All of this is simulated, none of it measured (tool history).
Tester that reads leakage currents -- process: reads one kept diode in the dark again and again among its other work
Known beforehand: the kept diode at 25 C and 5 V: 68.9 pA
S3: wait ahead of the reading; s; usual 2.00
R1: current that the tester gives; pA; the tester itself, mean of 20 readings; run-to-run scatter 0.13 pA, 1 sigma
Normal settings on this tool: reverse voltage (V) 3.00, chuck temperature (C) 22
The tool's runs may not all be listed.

Run 1, hour 0.0: usual settings. Result: R1 42.35 pA.
Run 2, hour 57.7: usual settings but S3 6.83 s. Result: R1 42.65 pA.
Run 3, hour 133.8: usual settings but S3 6.83 s. Result: R1 42.93 pA.
Run 4, hour 216.0: usual settings but S3 6.83 s. Result: R1 43.44 pA.
Run 5, hour 273.7: usual settings but S3 6.83 s. Result: R1 43.98 pA.
Run 6, hour 372.5: usual settings but S3 6.83 s. Result: R1 44.50 pA.
Run 7, hour 441.3: usual settings. Result: R1 45.05 pA.
Run 8, hour 525.8: usual settings. Result: R1 45.34 pA.
At hour 599.0: tester calibrated.
Run 9, hour 659.9: usual settings but S3 5.36 s. Result: R1 45.32 pA.
Run 10, hour 756.0: usual settings. Result: R1 45.77 pA.
Run 11, hour 880.4: usual settings. Result: R1 46.82 pA.
Run 12, hour 974.4: usual settings. Result: R1 47.25 pA.
At hour 987.9: chuck's temperature calibrated.
Run 13, hour 1086.2: usual settings but chuck temperature (C) 45. Result: R1 293.97 pA.
Run 14, hour 1151.0: usual settings but chuck temperature (C) 45. Result: R1 294.26 pA.
Run 15, hour 1271.9: usual settings but chuck temperature (C) 24. Result: R1 58.34 pA.
Run 16, hour 1386.8: usual settings. Result: R1 50.09 pA.
At hour 1450.3: chuck's temperature calibrated, once more.
Run 17, hour 1494.7: usual settings. Result: R1 43.27 pA.
Run 18, hour 1594.5: usual settings. Result: R1 43.97 pA.
Run 19, hour 1714.2: usual settings but reverse voltage (V) 19.92, chuck temperature (C) 25, S3 0.68 s. Result: R1 193.75 pA.
Run 20, hour 1807.7: usual settings but reverse voltage (V) 19.92, chuck temperature (C) 25, S3 0.68 s. Result: R1 195.27 pA.
Run 21, hour 1894.2: usual settings but chuck temperature (C) 20. Result: R1 38.93 pA.
Run 22, hour 1964.9: usual settings but chuck temperature (C) 53, S3 0.35 s. Result: R1 484.98 pA.
Run 23, hour 2059.7: usual settings but reverse voltage (V) 1.78, chuck temperature (C) 53, S3 0.35 s. Result: R1 356.93 pA.
Run 24, hour 2156.7: usual settings but reverse voltage (V) 5.71, chuck temperature (C) 49. Result: R1 537.37 pA.
Run 25, hour 2231.3: usual settings but reverse voltage (V) 3.34, chuck temperature (C) 41, S3 0.53 s. Result: R1 219.72 pA.
Run 26, hour 2287.5: usual settings but reverse voltage (V) 6.62, chuck temperature (C) 50, S3 0.53 s. Result: R1 641.89 pA.
Run 27, hour 2387.7: usual settings but chuck temperature (C) 26, S3 0.37 s. Result: R1 66.62 pA.
Run 28, hour 2474.4: usual settings but chuck temperature (C) 26, S3 0.79 s. Result: R1 66.16 pA.
Run 29, hour 2568.5: usual settings but chuck temperature (C) 26, S3 0.79 s. Result: R1 66.77 pA.
Run 30, hour 2662.0: usual settings but reverse voltage (V) 9.43, chuck temperature (C) 30, S3 0.86 s. Result: R1 190.49 pA.
Run 31, hour 2746.0: usual settings but reverse voltage (V) 12.47, chuck temperature (C) 28, S3 0.63 s. Result: R1 199.95 pA.
Run 32, hour 2837.4: usual settings but reverse voltage (V) 12.47, chuck temperature (C) 28, S3 0.63 s. Result: R1 201.86 pA.
Run 33, hour 2912.9: usual settings but reverse voltage (V) 17.06, chuck temperature (C) 29, S3 0.38 s. Result: R1 272.85 pA.
Run 34, hour 3009.0: usual settings but reverse voltage (V) 5.15, chuck temperature (C) 24, S3 0.86 s. Result: R1 85.64 pA.
Run 35, hour 3107.8: usual settings but reverse voltage (V) 5.15, chuck temperature (C) 24, S3 0.86 s. Result: R1 86.81 pA.
Run 36, hour 3247.4: usual settings but reverse voltage (V) 3.08, chuck temperature (C) 51, S3 0.46 s. Result: R1 464.73 pA.

3 ways to go on from here, each from the tool as it stands after run 36. What would each give?
Run A, hour 3366.4: usual settings but reverse voltage (V) 2.01, chuck temperature (C) 38, S3 8.24 s. Result: R1 ?.
Run B, hour 3366.4: usual settings but reverse voltage (V) 3.08, chuck temperature (C) 23, S3 0.46 s. Result: R1 ?.
Run C, hour 3366.4: usual settings but reverse voltage (V) 1.88, chuck temperature (C) 21, S3 1.27 s. Result: R1 ?.

run      R1
  A  138.70
  B   59.34
  C   36.45
Take away the tool's hidden state, keep each run's random variation, and the runs would have read:
run      R1
  A  116.76
  B   44.48
  C   27.22
